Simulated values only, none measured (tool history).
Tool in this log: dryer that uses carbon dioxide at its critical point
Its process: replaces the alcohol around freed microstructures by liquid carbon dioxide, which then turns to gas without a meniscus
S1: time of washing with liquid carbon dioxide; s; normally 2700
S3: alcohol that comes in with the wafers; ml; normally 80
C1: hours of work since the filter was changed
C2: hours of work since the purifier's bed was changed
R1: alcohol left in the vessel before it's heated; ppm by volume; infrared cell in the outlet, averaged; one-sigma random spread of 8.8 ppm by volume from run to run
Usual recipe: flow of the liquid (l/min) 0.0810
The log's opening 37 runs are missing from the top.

{"run": 38, "hour": 1893.7, "S1": 1920, "flow of the liquid (l/min)": 0.1148, "S3": 108, "C1": 375, "C2": 834, "R1": 1530}
{"run": 39, "hour": 1951.0, "S1": 1800, "flow of the liquid (l/min)": 0.081, "S3": 31, "C1": 417, "C2": 875, "R1": 2446}
{"hour": 2005.2, "done": "inlet filter changed"}
{"run": 40, "hour": 2010.7, "S1": 2700, "flow of the liquid (l/min)": 0.081, "S3": 85, "C1": 4, "C2": 918, "R1": 734}
{"run": 41, "hour": 2058.2, "S1": 3360, "flow of the liquid (l/min)": 0.081, "S3": 80, "C1": 39, "C2": 953, "R1": 349}
{"run": 42, "hour": 2109.8, "S1": 1680, "flow of the liquid (l/min)": 0.1254, "S3": 80, "C1": 76, "C2": 990, "R1": 907}
{"run": 43, "hour": 2159.8, "S1": 4260, "flow of the liquid (l/min)": 0.0632, "S3": 80, "C1": 112, "C2": 1026, "R1": 395}
{"run": 44, "hour": 2198.4, "S1": 2340, "flow of the liquid (l/min)": 0.0561, "S3": 96, "C1": 140, "C2": 1055, "R1": 7151}
{"run": 45, "hour": 2245.0, "S1": 2340, "flow of the liquid (l/min)": 0.0561, "S3": 96, "C1": 174, "C2": 1088, "R1": 7461}
{"hour": 2268.6, "done": "purifier's bed changed"}
{"run": 46, "hour": 2311.9, "S1": 3420, "flow of the liquid (l/min)": 0.0717, "S3": 80, "C1": 221, "C2": 32, "R1": 409}
{"run": 47, "hour": 2377.7, "S1": 3420, "flow of the liquid (l/min)": 0.0717, "S3": 80, "C1": 269, "C2": 79, "R1": 474}

3 ways to go on from here, each from the tool as it stands after run 47. What would each give?
{"run": "A", "hour": 2443.5, "S1": 1860, "flow of the liquid (l/min)": 0.0907, "S3": 80, "C1": 316, "C2": 127, "R1": "?"}
{"run": "B", "hour": 2443.5, "S1": 1920, "flow of the liquid (l/min)": 0.0897, "S3": 112, "C1": 316, "C2": 127, "R1": "?"}
{"run": "C", "hour": 2443.5, "S1": 2700, "flow of the liquid (l/min)": 0.0773, "S3": 80, "C1": 316, "C2": 127, "R1": "?"}

run=A R1=3033
run=B R1=3802
run=C R1=1237
With no hidden state in the tool, these same runs would have given:
run=A R1=1795
run=B R1=2229
run=C R1=638

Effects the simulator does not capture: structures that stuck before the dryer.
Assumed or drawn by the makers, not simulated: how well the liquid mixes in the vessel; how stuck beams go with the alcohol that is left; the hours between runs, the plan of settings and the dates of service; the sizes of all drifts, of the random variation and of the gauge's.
